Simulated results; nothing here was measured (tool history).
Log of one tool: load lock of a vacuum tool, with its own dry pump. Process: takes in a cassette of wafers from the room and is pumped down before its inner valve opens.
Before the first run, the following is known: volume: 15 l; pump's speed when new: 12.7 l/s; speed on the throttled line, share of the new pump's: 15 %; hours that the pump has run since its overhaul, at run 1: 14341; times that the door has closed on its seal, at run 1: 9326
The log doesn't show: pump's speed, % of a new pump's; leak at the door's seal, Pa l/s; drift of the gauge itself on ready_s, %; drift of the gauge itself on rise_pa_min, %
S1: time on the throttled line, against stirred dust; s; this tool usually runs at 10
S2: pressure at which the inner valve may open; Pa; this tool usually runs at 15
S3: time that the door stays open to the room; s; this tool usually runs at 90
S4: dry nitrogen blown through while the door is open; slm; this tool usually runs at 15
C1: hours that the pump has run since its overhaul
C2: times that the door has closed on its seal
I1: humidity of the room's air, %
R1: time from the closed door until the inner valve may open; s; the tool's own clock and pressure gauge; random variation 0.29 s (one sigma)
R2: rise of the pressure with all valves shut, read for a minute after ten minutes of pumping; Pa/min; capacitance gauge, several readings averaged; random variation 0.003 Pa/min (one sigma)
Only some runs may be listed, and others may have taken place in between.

run    hour  S1  S2   S3  S4     C1     C2    I1    R1     R2
  1     0.0  10  15   90  15  14341   9326  46.9  20.6  0.070
  2   451.8  10  15   90  15  14793  10623  44.0  20.4  0.077
  3   687.6  10  15   90  15  15028  11299  43.9  20.7  0.073
  4  1211.8  10  15   90  15  15553  12804  45.8  21.4  0.082
  5  1721.4  10  15   58  15  16062  14266  44.1  20.8  0.079
  6  2080.1  10  15   90  15  16421  15295  43.5  21.3  0.088
  7  2342.9  10  15   90  15  16684  16049  46.1  21.0  0.086
  8  2715.9  10  15   90  17  17057  17120  48.2  21.5  0.094
  9  3136.4  10  15   90  17  17477  18326  47.5  21.7  0.101
 10  3672.4  10  12   90  15  18013  19864  46.2  21.2  0.101
 11  3900.3  10  15   38  15  18241  20518  44.9  21.6  0.097
 12  4340.6  10  15   90   5  18681  21782  45.4  21.7  0.124
 13  4620.9  10  15   90   5  18962  22586  44.0  21.9  0.129
 14  5168.3  10  23   50   9  19509  24157  48.7  21.3  0.127
 15  5698.2  13  10   90   5  20039  25677  44.3  24.8  0.144
 16  5975.2  13  10   90   5  20316  26472  45.8  25.1  0.153
 17  6250.9  19  15   90  15  20592  27263  44.9  28.8  0.146
 18  6476.9  19  15   90  15  20818  27912  46.8  28.9  0.148
 19  6730.4  11  15  161   8  21071  28639  43.3  22.3  0.165
 20  7236.6  11  15  161   8  21577  30092  48.2  22.8  0.179
 21  7569.6  11  29  161   8  21910  31047  45.8  21.6  0.175
 22  7937.6   7  27   65   5  22278  32103  45.2  18.8  0.176

Forecast each of these 4 alternatives for the next run:
  A  8267.1  10  15  55  15  22608  33049  44.2   ?   ?
  B  8267.1   9  15  90  15  22608  33049  45.9   ?   ?
  C  8267.1  15  12  65   9  22608  33049  45.8   ?   ?
  D  8267.1   7  12  65  26  22608  33049  41.5   ?   ?

run    R1     R2
  A  21.7  0.164
  B  20.8  0.168
  C  26.3  0.170
  D  19.8  0.157
Without the tool's unlogged condition, the same runs would have read:
run    R1     R2
  A  18.4  0.038
  B  17.5  0.045
  C  23.3  0.045
  D  16.3  0.030

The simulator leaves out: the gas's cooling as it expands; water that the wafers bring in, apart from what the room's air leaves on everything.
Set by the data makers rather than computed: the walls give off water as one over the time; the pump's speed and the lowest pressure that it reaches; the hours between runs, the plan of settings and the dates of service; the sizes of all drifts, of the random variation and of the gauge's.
